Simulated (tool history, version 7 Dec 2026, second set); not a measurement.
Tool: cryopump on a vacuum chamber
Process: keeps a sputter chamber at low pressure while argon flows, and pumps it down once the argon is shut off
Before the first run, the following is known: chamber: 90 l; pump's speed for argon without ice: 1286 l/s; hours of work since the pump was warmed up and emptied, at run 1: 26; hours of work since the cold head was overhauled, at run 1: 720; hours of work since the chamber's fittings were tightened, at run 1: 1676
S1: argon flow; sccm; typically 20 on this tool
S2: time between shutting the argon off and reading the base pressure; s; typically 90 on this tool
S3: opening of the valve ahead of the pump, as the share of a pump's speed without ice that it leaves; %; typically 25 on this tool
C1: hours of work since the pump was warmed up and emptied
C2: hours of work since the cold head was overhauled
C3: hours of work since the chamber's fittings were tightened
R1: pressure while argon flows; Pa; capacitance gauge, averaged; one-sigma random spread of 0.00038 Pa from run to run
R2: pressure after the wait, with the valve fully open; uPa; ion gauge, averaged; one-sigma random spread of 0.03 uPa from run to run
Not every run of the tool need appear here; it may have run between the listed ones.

| run | day | S1 | S2 | S3 | C1 | C2 | C3 | R1 | R2 |
|---|---|---|---|---|---|---|---|---|---|
| 1 | 0.000 | 20 | 90 | 25 | 26 | 720 | 1676 | 0.1060 | 3.15 |
| 2 | 0.817 | 20 | 106 | 25 | 41 | 735 | 1691 | 0.1057 | 3.02 |
| 3 | 1.971 | 20 | 106 | 25 | 62 | 756 | 1712 | 0.1062 | 3.09 |
| 4 | 2.696 | 20 | 90 | 28 | 75 | 769 | 1725 | 0.0949 | 3.30 |
| 5 | 3.912 | 20 | 90 | 28 | 97 | 791 | 1747 | 0.0957 | 3.32 |
| 6 | 4.621 | 20 | 90 | 28 | 110 | 804 | 1760 | 0.0961 | 3.43 |
| 7 | 5.854 | 20 | 90 | 25 | 132 | 826 | 1782 | 0.1072 | 3.43 |
| 8 | 7.088 | 20 | 90 | 25 | 155 | 849 | 1805 | 0.1072 | 3.39 |
| 9 | 7.679 | 20 | 90 | 25 | 166 | 860 | 1816 | 0.1077 | 3.55 |
| 10 | 8.808 | 20 | 90 | 25 | 186 | 880 | 1836 | 0.1080 | 3.45 |
| 11 | 9.562 | 20 | 90 | 16 | 200 | 894 | 1850 | 0.1679 | 3.53 |
| 12 | 10.604 | 20 | 90 | 16 | 219 | 913 | 1869 | 0.1686 | 3.59 |
| 13 | 11.117 | 24 | 24 | 18 | 228 | 922 | 1878 | 0.1793 | 7.31 |
| 14 | 12.175 | 11 | 69 | 25 | 248 | 942 | 1898 | 0.0597 | 3.91 |
| 15 | 12.704 | 32 | 89 | 40 | 257 | 951 | 1907 | 0.1111 | 3.86 |
| 16 | 13.300 | 28 | 65 | 16 | 268 | 962 | 1918 | 0.2348 | 4.15 |
| 17 | 14.488 | 28 | 65 | 32 | 290 | 984 | 1940 | 0.1216 | 4.27 |
| 18 | 15.692 | 28 | 183 | 33 | 312 | 1006 | 1962 | 0.1194 | 3.24 |
| 19 | 16.750 | 28 | 183 | 21 | 331 | 1025 | 1981 | 0.1818 | 3.13 |

Alternative continuations, all from the tool just after run 19; predict every row:
|  | 17.012 | pump warmed up, emptied and cooled again |
| A | 17.654 | 14 | 235 | 50 | 12 | 1038 | 1994 | ? | ? |
|  | 17.012 | pump warmed up, emptied and cooled again |
| B | 17.654 | 28 | 183 | 30 | 12 | 1038 | 1994 | ? | ? |
|  | 17.012 | pump warmed up, emptied and cooled again |
| C | 17.654 | 28 | 33 | 16 | 12 | 1038 | 1994 | ? | ? |
|  | 17.012 | pump warmed up, emptied and cooled again |
| D | 17.654 | 28 | 34 | 22 | 12 | 1038 | 1994 | ? | ? |

| run | R1 | R2 |
|---|---|---|
| A | 0.0369 | 2.72 |
| B | 0.1231 | 2.87 |
| C | 0.2317 | 5.76 |
| D | 0.1682 | 5.56 |
Without the tool's hidden state the same runs would have given:
| run | R1 | R2 |
|---|---|---|
| A | 0.0364 | 0.70 |
| B | 0.1222 | 0.84 |
| C | 0.2308 | 3.73 |
| D | 0.1674 | 3.55 |
